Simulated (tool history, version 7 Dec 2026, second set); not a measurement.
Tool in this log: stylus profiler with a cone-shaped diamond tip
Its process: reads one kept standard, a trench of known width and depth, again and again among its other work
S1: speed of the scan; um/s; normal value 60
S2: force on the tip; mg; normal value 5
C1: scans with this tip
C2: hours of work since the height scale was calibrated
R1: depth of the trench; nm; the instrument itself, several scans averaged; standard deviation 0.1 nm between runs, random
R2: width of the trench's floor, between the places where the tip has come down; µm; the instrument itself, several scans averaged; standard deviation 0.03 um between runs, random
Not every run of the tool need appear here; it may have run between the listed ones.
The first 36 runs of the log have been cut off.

Run 37, hour 2108.4: usual settings but S1 22 um/s, S2 3.16 mg; C1 2696; C2 358. Result: R1 101.95 nm, R2 28.53 µm.
Run 38, hour 2143.7: usual settings but S1 156 um/s, S2 7.95 mg; C1 2887; C2 383. Result: R1 103.77 nm, R2 28.25 µm.
Run 39, hour 2204.3: usual settings but S1 156 um/s, S2 7.95 mg; C1 3215; C2 427. Result: R1 103.67 nm, R2 28.32 µm.
Run 40, hour 2262.4: usual settings but S1 47 um/s, S2 10.87 mg; C1 3530; C2 469. Result: R1 104.57 nm, R2 28.53 µm.
Run 41, hour 2337.1: usual settings but S1 42 um/s, S2 2.37 mg; C1 3934; C2 522. Result: R1 101.62 nm, R2 28.44 µm.
Run 42, hour 2377.1: usual settings but S1 142 um/s, S2 7.95 mg; C1 4151; C2 551. Result: R1 103.6 nm, R2 28.29 µm.
Run 43, hour 2426.6: usual settings but S1 142 um/s, S2 7.95 mg; C1 4419; C2 587. Result: R1 103.5 nm, R2 28.28 µm.
Run 44, hour 2488.7: usual settings but S1 153 um/s, S2 1.98 mg; C1 4755; C2 631. Result: R1 101.49 nm, R2 27.89 µm.
Run 45, hour 2522: usual settings but S1 23 um/s, S2 5.4 mg; C1 4936; C2 655. Result: R1 102.82 nm, R2 28.52 µm.
Run 46, hour 2582.9: usual settings but S1 79 um/s, S2 3.22 mg; C1 5265; C2 699. Result: R1 102.01 nm, R2 28.31 µm.

Each row is a separate what-if for the run after 46, all from the same tool condition, not one after another. Results?
Run A, hour 2650.8: usual settings but S1 19 um/s, S2 6.69 mg; C1 5633; C2 748. Result: R1 ?, R2 ?.
Run B, hour 2650.8: usual settings but S1 59 um/s, S2 12.54 mg; C1 5633; C2 748. Result: R1 ?, R2 ?.
Run C, hour 2650.8: usual settings but S1 217 um/s, S2 3.22 mg; C1 5633; C2 748. Result: R1 ?, R2 ?.

run      R1     R2
  A  103.31  28.58
  B  104.74  28.51
  C  102.04  27.81
With the hidden condition removed and each run's random variation left untouched, the same runs would have given:
run      R1     R2
  A  103.32  28.59
  B  104.75  28.52
  C  102.05  27.82

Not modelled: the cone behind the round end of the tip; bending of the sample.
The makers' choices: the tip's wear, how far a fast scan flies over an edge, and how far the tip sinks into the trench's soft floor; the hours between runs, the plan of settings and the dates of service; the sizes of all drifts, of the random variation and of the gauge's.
